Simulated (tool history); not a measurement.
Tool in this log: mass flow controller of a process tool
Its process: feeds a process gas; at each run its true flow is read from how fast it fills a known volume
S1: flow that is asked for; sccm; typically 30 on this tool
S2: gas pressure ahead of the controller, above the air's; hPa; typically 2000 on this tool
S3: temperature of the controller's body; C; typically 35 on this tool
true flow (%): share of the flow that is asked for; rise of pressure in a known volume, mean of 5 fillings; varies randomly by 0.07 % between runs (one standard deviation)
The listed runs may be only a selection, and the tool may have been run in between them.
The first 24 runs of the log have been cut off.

{"run": 25, "hour": 4173.2, "S1": 24, "S2": 2000, "S3": 35, "true flow (%)": 99.1}
{"run": 26, "hour": 4340.2, "S1": 17, "S2": 1510, "S3": 26, "true flow (%)": 98.25}
{"run": 27, "hour": 4498.9, "S1": 23, "S2": 2590, "S3": 34, "true flow (%)": 99.27}
{"run": 28, "hour": 4635.5, "S1": 27, "S2": 2700, "S3": 27, "true flow (%)": 100.36}
{"run": 29, "hour": 4838.4, "S1": 30, "S2": 2710, "S3": 24, "true flow (%)": 100.9}
{"run": 30, "hour": 5021.3, "S1": 11, "S2": 2000, "S3": 22, "true flow (%)": 96.43}
{"run": 31, "hour": 5183.4, "S1": 11, "S2": 2000, "S3": 22, "true flow (%)": 96.38}
{"run": 32, "hour": 5280.6, "S1": 34, "S2": 2130, "S3": 35, "true flow (%)": 100.06}
{"run": 33, "hour": 5492.6, "S1": 11, "S2": 2000, "S3": 25, "true flow (%)": 95.96}
{"run": 34, "hour": 5630.0, "S1": 50, "S2": 1490, "S3": 22, "true flow (%)": 101.5}
{"run": 35, "hour": 5791.3, "S1": 27, "S2": 1840, "S3": 22, "true flow (%)": 100.13}
{"run": 36, "hour": 6028.0, "S1": 13, "S2": 2250, "S3": 20, "true flow (%)": 97.54}
{"run": 37, "hour": 6129.8, "S1": 12, "S2": 2110, "S3": 20, "true flow (%)": 96.87}
{"run": 38, "hour": 6289.6, "S1": 67, "S2": 2360, "S3": 32, "true flow (%)": 102.02}
{"run": 39, "hour": 6477.6, "S1": 72, "S2": 2360, "S3": 22, "true flow (%)": 102.69}
{"run": 40, "hour": 6620.6, "S1": 72, "S2": 2360, "S3": 22, "true flow (%)": 102.83}
{"run": 41, "hour": 6836.9, "S1": 72, "S2": 2360, "S3": 22, "true flow (%)": 102.93}
{"run": 42, "hour": 6963.7, "S1": 38, "S2": 1740, "S3": 22, "true flow (%)": 101.26}
{"run": 43, "hour": 7118.6, "S1": 38, "S2": 1620, "S3": 25, "true flow (%)": 101.08}
{"run": 44, "hour": 7269.3, "S1": 38, "S2": 1620, "S3": 25, "true flow (%)": 101.21}
{"run": 45, "hour": 7382.7, "S1": 11, "S2": 2080, "S3": 23, "true flow (%)": 95.43}
{"run": 46, "hour": 7615.1, "S1": 11, "S2": 2080, "S3": 23, "true flow (%)": 95.48}
{"run": 47, "hour": 7825.6, "S1": 11, "S2": 1600, "S3": 35, "true flow (%)": 94.38}
{"run": 48, "hour": 8005.4, "S1": 39, "S2": 1760, "S3": 22, "true flow (%)": 101.46}

Consider 3 possible next runs. They are alternatives, not a sequence: every one starts from the tool as it was left by run 48. What does each give?
{"run": "A", "hour": 8169.6, "S1": 41, "S2": 1760, "S3": 21, "true flow (%)": "?"}
{"run": "B", "hour": 8169.6, "S1": 30, "S2": 2210, "S3": 35, "true flow (%)": "?"}
{"run": "C", "hour": 8169.6, "S1": 12, "S2": 1670, "S3": 25, "true flow (%)": "?"}

run=A true_flow_(%)=101.89
run=B true_flow_(%)=100.24
run=C true_flow_(%)=95.66
The same runs, with their run-to-run variation unchanged, on a tool lacking any hidden condition would have given:
run=A true_flow_(%)=99.95
run=B true_flow_(%)=99.17
run=C true_flow_(%)=99.4

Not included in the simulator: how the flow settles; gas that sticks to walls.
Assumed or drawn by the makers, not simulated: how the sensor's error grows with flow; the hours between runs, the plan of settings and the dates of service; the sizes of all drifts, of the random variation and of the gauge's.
